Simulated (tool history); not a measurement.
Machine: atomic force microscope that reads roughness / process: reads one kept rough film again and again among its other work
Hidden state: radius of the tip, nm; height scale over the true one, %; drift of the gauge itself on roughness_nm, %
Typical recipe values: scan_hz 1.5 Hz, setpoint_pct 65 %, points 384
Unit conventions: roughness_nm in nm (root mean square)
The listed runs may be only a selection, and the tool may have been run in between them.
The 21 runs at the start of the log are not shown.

run	hour	scan_hz	setpoint_pct	points	pictures with this tip	hours of work since the height scale was calibrated	roughness_nm
22	161.2	1.5	65	451	174	146	1.571
23	167.5	0.92	65	451	181	149	1.613
24	175.5	0.92	65	754	191	153	1.583
25	186.5	0.92	65	754	204	158	1.562
26	193.1	3.87	75	383	212	161	1.237
27	202.8	2.48	75	325	224	165	1.321
28	208.1	1.03	87	344	230	167	1.372
29	218	1.03	85	344	242	172	1.35

Predict the results of run 30:
30	224.7	1.05	65	293	250	174	?

roughness_nm: 1.455 nm (root mean square)
The same run, on a tool lacking any hidden state, would have yielded roughness_nm 2.053 nm (root mean square).
